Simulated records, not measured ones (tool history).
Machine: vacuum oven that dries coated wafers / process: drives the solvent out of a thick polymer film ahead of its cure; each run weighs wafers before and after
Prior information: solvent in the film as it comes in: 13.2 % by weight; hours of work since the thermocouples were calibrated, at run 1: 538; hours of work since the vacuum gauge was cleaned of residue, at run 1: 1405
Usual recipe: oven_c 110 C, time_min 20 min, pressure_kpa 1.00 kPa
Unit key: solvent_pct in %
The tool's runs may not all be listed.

run    hour  oven_c  time_min  pressure_kpa  hours of work since the thermocouples were calibrated  hours of work since the vacuum gauge was cleaned of residue  solvent_pct
  1     0.0     110        20          1.00                                                    538                                                         1405        1.000
  2    54.4     110        20          1.00                                                    574                                                         1442        0.991
  3   111.5     110        20          1.00                                                    613                                                         1481        1.015
  4   192.5     110        20          2.00                                                    668                                                         1536        1.440
  5   260.6     110        20          2.00                                                    714                                                         1582        1.453
  6   331.7     110        20          1.00                                                    762                                                         1630        0.999
  7   407.2     110        14          1.00                                                    813                                                         1681        1.634
  8   478.9     110        14          1.00                                                    861                                                         1729        1.618
  9   525.8     110        16          1.00                                                    893                                                         1761        1.343
 10   587.9     115        20          1.00                                                    935                                                         1803        0.665
      615.3  -- vacuum gauge cleaned of residue and calibrated
 11   680.6     115        10          1.00                                                    997                                                           44        1.681
 12   754.4     115        10          1.00                                                   1047                                                           94        1.679
 13   850.5     124        20          1.00                                                   1112                                                          159        0.504
 14   906.1     124        20          1.00                                                   1149                                                          197        0.492
 15  1008.3     124        20          1.00                                                   1218                                                          266        0.512
 16  1076.4     124        20          1.00                                                   1264                                                          312        0.503
 17  1122.3     124        20          1.00                                                   1295                                                          343        0.507
     1140.6  -- oven's thermocouples calibrated
     1192.2  -- vacuum gauge cleaned of residue and calibrated, once more
 18  1205.8     124        19          1.00                                                     43                                                            9        0.307
 19  1286.4     124        19          1.00                                                     98                                                           64        0.311
 20  1369.4     124        19          1.00                                                    154                                                          120        0.313
 21  1452.6     110        15          1.69                                                    210                                                          176        1.711
 22  1500.0     110        15          1.69                                                    242                                                          208        1.704
 23  1601.7     110        17          1.39                                                    311                                                          277        1.328
 24  1696.1      99        27          1.01                                                    375                                                          341        1.900
 25  1790.8     110        20          1.00                                                    439                                                          405        0.909
 26  1896.4     124        19          3.34                                                    510                                                          476        1.015
 27  1999.9     124        19          3.34                                                    580                                                          546        1.020
 28  2094.2     124        19          3.34                                                    644                                                          610        1.018
 29  2167.5     105        23          1.00                                                    693                                                          659        1.272
 30  2266.4     119        17          3.16                                                    760                                                          726        1.214
 31  2342.5     119        17          3.16                                                    812                                                          778        1.214

The next listed run, before its measurement:
 32  2403.2     106        17          3.16                                                    853                                                          819            ?

solvent_pct: 2.779 %
On a tool with no hidden condition, and with the same random variation, this run would have come out at solvent_pct 2.758 %.
